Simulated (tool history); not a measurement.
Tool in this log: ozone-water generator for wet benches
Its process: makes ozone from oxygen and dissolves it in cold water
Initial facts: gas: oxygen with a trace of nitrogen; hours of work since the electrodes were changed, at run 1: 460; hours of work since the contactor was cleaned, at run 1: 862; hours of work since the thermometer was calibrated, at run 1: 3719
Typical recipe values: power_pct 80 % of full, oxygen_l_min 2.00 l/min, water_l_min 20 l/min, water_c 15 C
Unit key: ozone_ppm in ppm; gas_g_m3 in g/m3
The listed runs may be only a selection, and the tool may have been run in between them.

run   hour  power_pct  oxygen_l_min  water_l_min  water_c  hours of work since the electrodes were changed  hours of work since the contactor was cleaned  hours of work since the thermometer was calibrated  ozone_ppm  gas_g_m3
  1    0.0         80          2.00           20       15                                              460                                            862                                                3719       16.3     302.4
  2   23.4         80          2.00           20       15                                              480                                            882                                                3739       16.3     301.1
  3   43.3         80          1.86           20       15                                              497                                            899                                                3756       15.8     314.4
  4   59.3         80          1.86           20       15                                              511                                            913                                                3770       16.0     315.4
  5   90.0         80          2.24           20       15                                              537                                            939                                                3796       16.6     286.1
  6  106.3         80          2.00           20       15                                              551                                            953                                                3810       16.4     301.7
  7  124.3         80          2.00           20       15                                              567                                            969                                                3826       16.5     302.0
  8  143.6         80          2.00           20       15                                              583                                            985                                                3842       16.0     301.9
  9  158.4         80          2.00           20       15                                              596                                            998                                                3855       16.4     301.9
 10  188.1         80          2.00           20       15                                              621                                           1024                                                3880       16.4     299.5
 11  217.7         80          2.00           20       15                                              647                                           1049                                                3906       16.4     302.6
 12  237.4         80          2.00           20       15                                              663                                           1066                                                3922       16.3     299.9
 13  267.3         80          1.29           20       15                                              689                                           1091                                                3948       14.3     377.9
 14  286.1         80          2.00           20       17                                              705                                           1108                                                3964       15.7     302.2
 15  310.5         80          2.00           25       17                                              726                                           1128                                                3985       12.4     302.1
 16  325.7         80          2.00           25       17                                              739                                           1141                                                3998       12.5     303.7
 17  351.4         80          2.00           25       17                                              761                                           1163                                                4020       12.4     301.4
 18  367.0         50          2.00           15       15                                              774                                           1177                                                4034       15.1     208.6

Run 19 comes next. What will it give?
 19  397.4         50          2.00           21       11                                              801                                           1203                                                4060          ?         ?

Run 19 produced ozone_ppm 10.9 ppm, gas_g_m3 208.8 g/m3.
Had the tool carried no hidden state, the very same run would have given ozone_ppm 11.3 ppm, gas_g_m3 211.3 g/m3.
